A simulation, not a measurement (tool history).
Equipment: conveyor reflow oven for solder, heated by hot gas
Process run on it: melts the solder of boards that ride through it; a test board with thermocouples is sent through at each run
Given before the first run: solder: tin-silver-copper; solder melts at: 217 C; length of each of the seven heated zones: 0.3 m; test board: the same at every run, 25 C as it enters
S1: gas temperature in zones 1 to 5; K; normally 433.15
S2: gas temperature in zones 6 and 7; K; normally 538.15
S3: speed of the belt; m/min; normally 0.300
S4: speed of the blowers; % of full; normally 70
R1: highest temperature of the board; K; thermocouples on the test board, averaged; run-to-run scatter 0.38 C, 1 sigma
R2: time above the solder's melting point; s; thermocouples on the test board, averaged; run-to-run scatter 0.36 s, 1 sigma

run,hour,S1,S2,S3,S4,R1,R2
1,0.0,433.15,538.15,0.300,70,523.95,81.9
2,4.8,433.15,538.15,0.300,70,524.45,82.2
3,12.9,433.15,538.15,0.300,70,523.95,82.1
4,21.3,433.15,538.15,0.300,70,524.05,82.8
5,29.1,433.15,538.15,0.300,70,523.55,82.5
6,34.2,433.15,538.15,0.300,70,523.65,82.5
7,42.5,433.15,538.15,0.300,70,523.65,82.2
8,46.9,433.15,538.15,0.300,70,522.95,82.3
9,53.1,433.15,538.15,0.300,70,523.05,82.1
10,61.5,425.15,538.15,0.300,70,522.45,77.5
11,67.0,421.15,538.15,0.300,76,523.05,77.4
12,75.8,438.15,538.15,0.288,70,525.15,90.8
13,83.1,438.15,538.15,0.288,70,525.15,90.7
14,87.0,438.15,538.15,0.288,70,525.25,90.4
15,95.8,438.15,538.15,0.288,70,525.05,91.0
16,103.4,440.15,543.15,0.300,70,528.65,91.1
17,110.1,440.15,543.15,0.300,70,528.45,91.3
18,117.0,434.15,538.15,0.359,70,517.45,59.4

What would each run have given without the hidden state, its run-to-run variation left as it was?
Hidden conditions of the tool in this case: heat that the gas passes to the board, % of a clean oven's; belt's true speed, % of the reading; true gas temperature in zones 6 and 7 over the reading, C; drift of the gauge itself on peak_c, C; drift of the gauge itself on liquid_s, %.
run,R1,R2
1,525.05,83.6
2,525.65,83.9
3,525.15,83.9
4,525.35,84.7
5,524.95,84.4
6,525.05,84.4
7,525.05,84.2
8,524.45,84.4
9,524.55,84.2
10,524.05,79.8
11,524.75,79.9
12,526.75,93.0
13,526.85,92.9
14,526.85,92.6
15,526.75,93.3
16,530.45,93.2
17,530.35,93.4
18,519.65,62.4

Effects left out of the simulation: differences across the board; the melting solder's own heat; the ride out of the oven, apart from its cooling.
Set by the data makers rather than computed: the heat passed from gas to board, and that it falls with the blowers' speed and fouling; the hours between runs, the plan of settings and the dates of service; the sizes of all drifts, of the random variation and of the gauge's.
